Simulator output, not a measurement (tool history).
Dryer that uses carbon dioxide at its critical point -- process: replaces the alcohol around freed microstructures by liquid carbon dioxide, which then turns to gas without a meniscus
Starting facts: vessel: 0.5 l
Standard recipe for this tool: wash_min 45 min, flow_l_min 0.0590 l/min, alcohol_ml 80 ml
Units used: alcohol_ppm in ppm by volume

| run | hour | wash_min | flow_l_min | alcohol_ml | alcohol_ppm |
|---|---|---|---|---|---|
| 1 | 0.0 | 45 | 0.0590 | 80 | 1696 |
| 2 | 11.4 | 45 | 0.0590 | 80 | 1745 |
| 3 | 20.2 | 45 | 0.0590 | 80 | 1805 |
| 4 | 30.5 | 69 | 0.0590 | 80 | 170 |
| 5 | 40.3 | 64 | 0.0590 | 80 | 271 |
| 6 | 50.6 | 64 | 0.0590 | 80 | 262 |
| 7 | 60.8 | 64 | 0.0590 | 80 | 277 |
| 8 | 72.8 | 46 | 0.0590 | 80 | 1639 |
| 9 | 84.0 | 38 | 0.0590 | 80 | 3638 |
| 10 | 91.9 | 38 | 0.0536 | 80 | 5310 |
| 11 | 97.7 | 45 | 0.0590 | 80 | 1823 |
| 12 | 109.9 | 45 | 0.0590 | 80 | 1819 |
| 13 | 118.8 | 45 | 0.0590 | 80 | 1862 |
| 14 | 129.8 | 45 | 0.0590 | 55 | 1330 |
| 15 | 141.3 | 45 | 0.0590 | 55 | 1333 |
| 16 | 147.1 | 45 | 0.0590 | 55 | 1351 |
| 17 | 158.9 | 45 | 0.0590 | 55 | 1323 |
| 18 | 166.7 | 45 | 0.0465 | 80 | 4943 |
| 19 | 172.1 | 58 | 0.0465 | 80 | 1763 |
| 20 | 183.5 | 58 | 0.0465 | 80 | 1781 |
| 21 | 191.7 | 45 | 0.0590 | 80 | 1931 |
| 22 | 199.7 | 45 | 0.0590 | 55 | 1338 |
| 23 | 212.2 | 27 | 0.0603 | 80 | 10714 |
| 24 | 220.7 | 27 | 0.0603 | 80 | 10684 |
| 25 | 230.4 | 50 | 0.0430 | 102 | 5812 |
| 26 | 236.6 | 62 | 0.0478 | 102 | 1548 |
| 27 | 242.1 | 45 | 0.0580 | 80 | 2163 |
| 28 | 253.7 | 50 | 0.0673 | 80 | 631 |
| 29 | 261.8 | 45 | 0.0395 | 80 | 8695 |
| 30 | 267.9 | 47 | 0.0944 | 60 | 90 |
| 31 | 273.4 | 56 | 0.0592 | 21 | 192 |
| 32 | 284.7 | 56 | 0.0592 | 21 | 191 |
| 33 | 296.1 | 56 | 0.0592 | 21 | 198 |
| 34 | 306.7 | 30 | 0.0683 | 80 | 5661 |
| 35 | 315.9 | 32 | 0.0649 | 80 | 5222 |
| 36 | 325.1 | 32 | 0.0964 | 54 | 693 |
| 37 | 331.9 | 58 | 0.0714 | 31 | 89 |

Predict the results of run 38:
| 38 | 337.5 | 42 | 0.0607 | 80 | ? |

Run 38 measured alcohol_ppm 2507 ppm by volume.
With no hidden state in the tool, this same run would have given alcohol_ppm 1941 ppm by volume.

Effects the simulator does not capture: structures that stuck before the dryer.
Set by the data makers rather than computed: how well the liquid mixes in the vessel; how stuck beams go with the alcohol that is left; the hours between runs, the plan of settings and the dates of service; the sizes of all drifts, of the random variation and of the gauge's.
